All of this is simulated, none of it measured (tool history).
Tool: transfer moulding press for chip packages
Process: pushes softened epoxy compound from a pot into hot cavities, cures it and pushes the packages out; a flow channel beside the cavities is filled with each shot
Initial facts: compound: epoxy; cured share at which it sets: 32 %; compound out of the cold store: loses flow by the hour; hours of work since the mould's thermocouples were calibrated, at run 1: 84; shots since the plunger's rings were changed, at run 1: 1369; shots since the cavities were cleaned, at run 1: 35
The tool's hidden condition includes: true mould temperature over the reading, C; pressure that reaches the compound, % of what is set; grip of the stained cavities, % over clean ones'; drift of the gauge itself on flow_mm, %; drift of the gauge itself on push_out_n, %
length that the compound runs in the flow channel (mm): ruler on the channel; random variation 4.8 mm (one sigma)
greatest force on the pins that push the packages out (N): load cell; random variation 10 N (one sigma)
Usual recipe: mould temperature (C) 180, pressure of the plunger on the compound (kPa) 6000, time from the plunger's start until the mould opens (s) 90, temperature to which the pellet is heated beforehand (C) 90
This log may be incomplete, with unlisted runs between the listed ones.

run	hour	mould temperature (C)	pressure of the plunger on the compound (kPa)	time from the plunger's start until the mould opens (s)	temperature to which the pellet is heated beforehand (C)	hours of work since the mould's thermocouples were calibrated	shots since the plunger's rings were changed	shots since the cavities were cleaned	incoming compound's hours out of the cold store	length that the compound runs in the flow channel (mm)	greatest force on the pins that push the packages out (N)
1	0.0	180	6000	90	90	84	1369	35	29.3	775	447
# hour 48.9: cavities cleaned with cleaning compound and waxed
2	48.9	180	6000	90	90	116	2015	0	40.2	724	455
3	90.7	180	6000	90	81	145	2584	569	9.5	885	499
# hour 103.3: cavities cleaned with cleaning compound and waxed
4	141.1	180	6000	90	90	178	3250	514	36.3	735	458
# hour 157.2: cavities cleaned with cleaning compound and waxed
5	172.1	174	6000	90	90	198	3653	203	41.6	732	616
# hour 208.2: cavities cleaned with cleaning compound and waxed
6	217.7	180	6000	90	90	227	4254	130	43.9	698	435
# hour 227.3: plunger's sealing rings changed
7	258.9	180	6000	90	90	253	431	658	45.7	696	457
# hour 264.1: cavities cleaned with cleaning compound and waxed
8	305.2	180	6000	90	90	284	1041	561	22.6	810	463
# hour 315.0: cavities cleaned with cleaning compound and waxed
9	354.1	180	6000	90	90	316	1687	533	39.6	716	462
# hour 367.6: cavities cleaned with cleaning compound and waxed
10	391.1	180	6000	90	90	340	2171	320	39.6	721	471
# hour 420.7: cavities cleaned with cleaning compound and waxed
11	423.9	180	6000	90	90	361	2597	43	46.8	691	461
12	461.2	180	5440	90	97	386	3105	551	10.0	835	477
# hour 474.7: cavities cleaned with cleaning compound and waxed
13	510.5	180	5580	90	90	418	3757	488	14.9	827	489
# hour 527.1: cavities cleaned with cleaning compound and waxed
# hour 557.1: plunger's sealing rings changed
14	563.7	183	6120	84	94	451	90	464	36.6	738	426
# hour 580.2: cavities cleaned with cleaning compound and waxed
15	596.6	183	6120	84	94	473	518	224	42.2	709	443
16	624.2	179	4640	71	86	491	895	601	12.9	764	775
# hour 632.0: cavities cleaned with cleaning compound and waxed
17	660.5	179	4640	71	86	515	1368	388	34.5	653	739
# hour 684.7: cavities cleaned with cleaning compound and waxed
18	688.2	179	4640	71	86	533	1726	48	30.5	674	737
19	714.3	182	5210	90	90	550	2081	403	41.5	650	425

Consider 3 possible next runs. They are alternatives, not a sequence: every one starts from the tool as it was left by run 19. What does each give?
# hour 737.6: cavities cleaned with cleaning compound and waxed
A	763.2	182	5210	72	90	582	2727	349	30.1	?	?
# hour 737.6: cavities cleaned with cleaning compound and waxed
B	763.2	182	5210	129	88	582	2727	349	14.4	?	?
# hour 737.6: cavities cleaned with cleaning compound and waxed
C	763.2	187	6860	118	90	582	2727	349	42.5	?	?

run	length that the compound runs in the flow channel (mm)	greatest force on the pins that push the packages out (N)
A	704	593
B	787	392
C	729	403
Had the tool no hidden state, the same runs would have come out as:
run	length that the compound runs in the flow channel (mm)	greatest force on the pins that push the packages out (N)
A	705	589
B	787	389
C	730	400
